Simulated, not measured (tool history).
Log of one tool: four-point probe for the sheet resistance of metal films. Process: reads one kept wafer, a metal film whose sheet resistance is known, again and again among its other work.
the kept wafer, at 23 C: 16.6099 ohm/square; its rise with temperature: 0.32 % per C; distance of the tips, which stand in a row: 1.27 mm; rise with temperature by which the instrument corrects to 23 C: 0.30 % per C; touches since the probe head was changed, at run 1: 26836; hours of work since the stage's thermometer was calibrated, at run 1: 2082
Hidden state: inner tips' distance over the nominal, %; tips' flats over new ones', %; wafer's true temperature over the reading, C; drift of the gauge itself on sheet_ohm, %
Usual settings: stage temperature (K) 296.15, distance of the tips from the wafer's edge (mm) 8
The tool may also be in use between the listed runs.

run     day  stage temperature (K)  distance of the tips from the wafer's edge (mm)  touches since the probe head was changed  hours of work since the stage's thermometer was calibrated  sheet resistance as the instrument gives it (ohm/square)
  1   0.000                 296.15                                                8                                     26836                                                        2082                                                 16.854569
  2   3.108                 296.15                                                8                                     27718                                                        2115                                                 16.848461
  3   6.262                 296.15                                                8                                     28613                                                        2149                                                 16.843854
  4   9.325                 296.15                                                8                                     29482                                                        2182                                                 16.853321
  5  12.221                 296.15                                                8                                     30305                                                        2213                                                 16.850468
  6  15.000                 296.15                                                8                                     31093                                                        2243                                                 16.852851
  7  17.967                 296.15                                                8                                     31934                                                        2275                                                 16.856599
  8  20.125                 296.15                                                8                                     32547                                                        2298                                                 16.852564
  9  21.838                 296.15                                                8                                     33033                                                        2316                                                 16.855865
 10  24.654                 306.15                                                4                                     33832                                                        2347                                                 17.511246
 11  27.788                 306.15                                                4                                     34721                                                        2380                                                 17.510222
     29.092  -- stage's thermometer calibrated
 12  30.317                 303.15                                                5                                     35433                                                          13                                                 17.189861
 13  33.562                 301.15                                               60                                     36353                                                          48                                                 16.634725
 14  35.658                 301.15                                               60                                     36949                                                          71                                                 16.629821
 15  38.892                 292.15                                               25                                     37866                                                         105                                                 16.625788
 16  41.425                 305.15                                               25                                     38585                                                         132                                                 16.663473

5 ways to go on from here, each from the tool as it stands after run 16. What would each give?
  A  43.817                 299.15                                               19                                     39264                                                         158                                                         ?
  B  43.817                 307.15                                                9                                     39264                                                         158                                                         ?
  C  43.817                 305.15                                                4                                     39264                                                         158                                                         ?
  D  43.817                 299.15                                                5                                     39264                                                         158                                                         ?
  E  43.817                 299.15                                               22                                     39264                                                         158                                                         ?

run  sheet resistance as the instrument gives it (ohm/square)
  A                                                 16.657780
  B                                                 16.824259
  C                                                 17.497722
  D                                                 17.186544
  E                                                 16.657494
Without the tool's hidden state the same runs would have given:
run  sheet resistance as the instrument gives it (ohm/square)
  A                                                 16.650628
  B                                                 16.817075
  C                                                 17.490262
  D                                                 17.179179
  E                                                 16.650341

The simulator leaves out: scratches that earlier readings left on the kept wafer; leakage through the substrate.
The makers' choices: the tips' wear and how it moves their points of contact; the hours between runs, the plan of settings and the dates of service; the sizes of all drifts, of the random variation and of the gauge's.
